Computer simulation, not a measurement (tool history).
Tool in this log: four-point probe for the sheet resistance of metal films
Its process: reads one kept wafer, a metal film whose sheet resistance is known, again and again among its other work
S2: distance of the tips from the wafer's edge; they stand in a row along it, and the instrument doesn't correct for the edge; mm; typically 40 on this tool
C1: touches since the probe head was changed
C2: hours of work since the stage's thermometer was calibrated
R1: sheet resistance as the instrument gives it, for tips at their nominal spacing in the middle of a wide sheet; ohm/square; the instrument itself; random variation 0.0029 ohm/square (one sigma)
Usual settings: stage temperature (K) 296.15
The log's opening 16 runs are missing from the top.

run 17 hour=774.9 | stage_temperature_(K)=296.15 S2=40 | C1=20269 C2=1115 | R1=14.476121
run 18 hour=841.4 | stage_temperature_(K)=296.15 S2=40 | C1=21627 C2=1151 | R1=14.474744
run 19 hour=900 | stage_temperature_(K)=296.15 S2=33 | C1=22824 C2=1182 | R1=14.476459
run 20 hour=958.5 | stage_temperature_(K)=296.15 S2=33 | C1=24016 C2=1213 | R1=14.475979
run 21 hour=1010.8 | stage_temperature_(K)=296.15 S2=33 | C1=25083 C2=1241 | R1=14.478543
run 22 hour=1079.5 | stage_temperature_(K)=296.15 S2=40 | C1=26486 C2=1278 | R1=14.476561
run 23 hour=1136 | stage_temperature_(K)=301.15 S2=9 | C1=27639 C2=1308 | R1=14.568918
run 24 hour=1209.5 | stage_temperature_(K)=301.15 S2=6 | C1=29139 C2=1348 | R1=14.687145
run 25 hour=1270 | stage_temperature_(K)=301.15 S2=6 | C1=30372 C2=1380 | R1=14.684944
run 26 hour=1312.9 | stage_temperature_(K)=296.15 S2=41 | C1=31247 C2=1403 | R1=14.484149
run 27 hour=1361.1 | stage_temperature_(K)=295.15 S2=62 | C1=32231 C2=1429 | R1=14.481257
run 28 hour=1431.1 | stage_temperature_(K)=295.15 S2=62 | C1=33660 C2=1467 | R1=14.487744
run 29 hour=1462.8 | stage_temperature_(K)=295.15 S2=62 | C1=34306 C2=1484 | R1=14.480576
run 30 hour=1522.3 | stage_temperature_(K)=295.15 S2=62 | C1=35520 C2=1516 | R1=14.48524
-- hour=1559.3 stage's thermometer calibrated
run 31 hour=1583.9 | stage_temperature_(K)=295.15 S2=62 | C1=36767 C2=13 | R1=14.502039

For run 32, what comes out?
run 32 hour=1615.9 | stage_temperature_(K)=305.15 S2=8 | C1=37420 C2=30 | R1=?

For run 32 the tool returned R1 14.620612 ohm/square.
The same run, on a tool lacking any hidden state, would have yielded R1 14.506881 ohm/square.
